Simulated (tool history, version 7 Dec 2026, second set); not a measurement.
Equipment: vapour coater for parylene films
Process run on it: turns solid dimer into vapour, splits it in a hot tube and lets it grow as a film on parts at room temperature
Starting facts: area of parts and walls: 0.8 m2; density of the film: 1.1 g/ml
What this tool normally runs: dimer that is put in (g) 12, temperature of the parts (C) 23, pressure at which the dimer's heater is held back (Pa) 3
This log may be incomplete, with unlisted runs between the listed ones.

| run | hour | dimer that is put in (g) | temperature of the parts (C) | pressure at which the dimer's heater is held back (Pa) | thickness of the film (µm) |
|---|---|---|---|---|---|
| 1 | 0 | 12 | 23 | 3 | 10.39 |
| 2 | 25.3 | 12 | 23 | 3 | 10.23 |
| 3 | 42.4 | 12 | 23 | 3 | 10.37 |
| 4 | 71 | 12 | 23 | 3 | 10.47 |
| 5 | 98.4 | 12 | 23 | 3 | 10.17 |
| 6 | 138.6 | 12 | 23 | 8.38 | 8.11 |
| 7 | 161.2 | 12 | 23 | 3 | 10.15 |
| 8 | 189 | 11 | 23 | 3 | 9.39 |
| 9 | 227.1 | 13 | 18 | 3 | 13.8 |
| 10 | 259.5 | 11 | 18 | 3 | 11.47 |
| 11 | 284.6 | 11 | 18 | 3 | 11.38 |
| 12 | 316.5 | 11 | 25 | 10.65 | 6.26 |
| 13 | 334.2 | 12 | 23 | 3.17 | 9.89 |
| 14 | 356.8 | 12 | 23 | 3.17 | 10 |

What if the next run were any one of these 3? Each begins from the tool's condition after run 14:
| A | 373.2 | 12 | 23 | 7.1 | ? |
| B | 373.2 | 6 | 23 | 3.17 | ? |
| C | 373.2 | 12 | 27 | 4.22 | ? |

| run | thickness of the film (µm) |
|---|---|
| A | 8.31 |
| B | 5.01 |
| C | 7.71 |
Had the tool no hidden state, the same runs would have come out as:
| run | thickness of the film (µm) |
|---|---|
| A | 8.83 |
| B | 5.32 |
| C | 8.19 |

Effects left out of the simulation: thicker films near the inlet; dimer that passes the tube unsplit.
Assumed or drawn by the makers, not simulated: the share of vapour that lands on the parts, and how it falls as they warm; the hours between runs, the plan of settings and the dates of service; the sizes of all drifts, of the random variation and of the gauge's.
